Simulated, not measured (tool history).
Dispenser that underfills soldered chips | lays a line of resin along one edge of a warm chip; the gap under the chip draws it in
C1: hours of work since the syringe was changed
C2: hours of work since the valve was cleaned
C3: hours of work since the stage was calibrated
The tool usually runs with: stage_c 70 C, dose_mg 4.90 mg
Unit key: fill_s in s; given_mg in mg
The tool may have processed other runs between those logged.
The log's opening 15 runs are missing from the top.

{"run": 16, "hour": 72.1, "stage_c": 70, "dose_mg": 4.9, "C1": 7, "C2": 68, "C3": 138, "fill_s": 20.7, "given_mg": 4.76}
{"run": 17, "hour": 76.6, "stage_c": 70, "dose_mg": 4.9, "C1": 9, "C2": 71, "C3": 140, "fill_s": 25.0, "given_mg": 4.78}
{"hour": 80.7, "done": "new syringe of resin"}
{"run": 18, "hour": 83.7, "stage_c": 70, "dose_mg": 4.9, "C1": 2, "C2": 75, "C3": 145, "fill_s": 15.9, "given_mg": 4.75}
{"run": 19, "hour": 87.6, "stage_c": 75, "dose_mg": 6.07, "C1": 4, "C2": 77, "C3": 147, "fill_s": 14.6, "given_mg": 5.89}
{"run": 20, "hour": 91.2, "stage_c": 75, "dose_mg": 6.07, "C1": 7, "C2": 80, "C3": 149, "fill_s": 16.7, "given_mg": 5.88}
{"hour": 94.6, "done": "dispensing valve cleaned and set on the balance"}
{"run": 21, "hour": 96.2, "stage_c": 79, "dose_mg": 4.25, "C1": 9, "C2": 1, "C3": 152, "fill_s": 17.2, "given_mg": 4.21}
{"hour": 100.8, "done": "new syringe of resin"}
{"run": 22, "hour": 102.8, "stage_c": 66, "dose_mg": 5.27, "C1": 1, "C2": 5, "C3": 156, "fill_s": 17.5, "given_mg": 5.23}
{"run": 23, "hour": 107.5, "stage_c": 55, "dose_mg": 6.23, "C1": 4, "C2": 8, "C3": 159, "fill_s": 35.2, "given_mg": 6.19}
{"run": 24, "hour": 110.6, "stage_c": 75, "dose_mg": 6.38, "C1": 6, "C2": 10, "C3": 161, "fill_s": 16.3, "given_mg": 6.33}
{"run": 25, "hour": 117.2, "stage_c": 75, "dose_mg": 6.38, "C1": 10, "C2": 14, "C3": 165, "fill_s": 20.5, "given_mg": 6.33}
{"hour": 119.9, "done": "new syringe of resin"}
{"run": 26, "hour": 121.1, "stage_c": 75, "dose_mg": 6.38, "C1": 1, "C2": 16, "C3": 167, "fill_s": 11.7, "given_mg": 6.3}
{"run": 27, "hour": 124.7, "stage_c": 75, "dose_mg": 6.38, "C1": 3, "C2": 18, "C3": 169, "fill_s": 13.7, "given_mg": 6.28}
{"run": 28, "hour": 131.3, "stage_c": 83, "dose_mg": 5.03, "C1": 7, "C2": 23, "C3": 173, "fill_s": 13.3, "given_mg": 4.99}
{"run": 29, "hour": 136.2, "stage_c": 83, "dose_mg": 5.03, "C1": 10, "C2": 26, "C3": 177, "fill_s": 16.6, "given_mg": 4.97}
{"hour": 139.0, "done": "new syringe of resin"}
{"run": 30, "hour": 141.3, "stage_c": 57, "dose_mg": 4.99, "C1": 1, "C2": 29, "C3": 179, "fill_s": 27.2, "given_mg": 4.9}
{"run": 31, "hour": 146.0, "stage_c": 61, "dose_mg": 5.02, "C1": 4, "C2": 32, "C3": 182, "fill_s": 27.8, "given_mg": 4.95}
{"run": 32, "hour": 149.7, "stage_c": 58, "dose_mg": 5.86, "C1": 7, "C2": 34, "C3": 185, "fill_s": 35.8, "given_mg": 5.74}
{"run": 33, "hour": 153.3, "stage_c": 76, "dose_mg": 5.26, "C1": 9, "C2": 36, "C3": 187, "fill_s": 19.9, "given_mg": 5.18}
{"hour": 157.9, "done": "new syringe of resin"}
{"run": 34, "hour": 159.7, "stage_c": 57, "dose_mg": 6.11, "C1": 1, "C2": 40, "C3": 191, "fill_s": 26.3, "given_mg": 5.99}
{"run": 35, "hour": 164.5, "stage_c": 69, "dose_mg": 4.2, "C1": 4, "C2": 43, "C3": 194, "fill_s": 20.2, "given_mg": 4.11}
{"run": 36, "hour": 171.4, "stage_c": 69, "dose_mg": 4.2, "C1": 8, "C2": 47, "C3": 198, "fill_s": 25.7, "given_mg": 4.07}

Branching from run 36: 3 alternative next runs. What would each branch give?
{"hour": 177.1, "done": "new syringe of resin"}
{"run": "A", "hour": 178.1, "stage_c": 60, "dose_mg": 4.32, "C1": 1, "C2": 51, "C3": 202, "fill_s": "?", "given_mg": "?"}
{"hour": 177.1, "done": "new syringe of resin"}
{"run": "B", "hour": 178.1, "stage_c": 55, "dose_mg": 4.25, "C1": 1, "C2": 51, "C3": 202, "fill_s": "?", "given_mg": "?"}
{"hour": 177.1, "done": "new syringe of resin"}
{"run": "C", "hour": 178.1, "stage_c": 70, "dose_mg": 5.58, "C1": 1, "C2": 51, "C3": 202, "fill_s": "?", "given_mg": "?"}

run=A fill_s=24.2 given_mg=4.23
run=B fill_s=30.7 given_mg=4.14
run=C fill_s=14.7 given_mg=5.44
Without the tool's unlogged condition, the same runs would have read:
run=A fill_s=21.8 given_mg=4.34
run=B fill_s=27.6 given_mg=4.24
run=C fill_s=13.3 given_mg=5.58
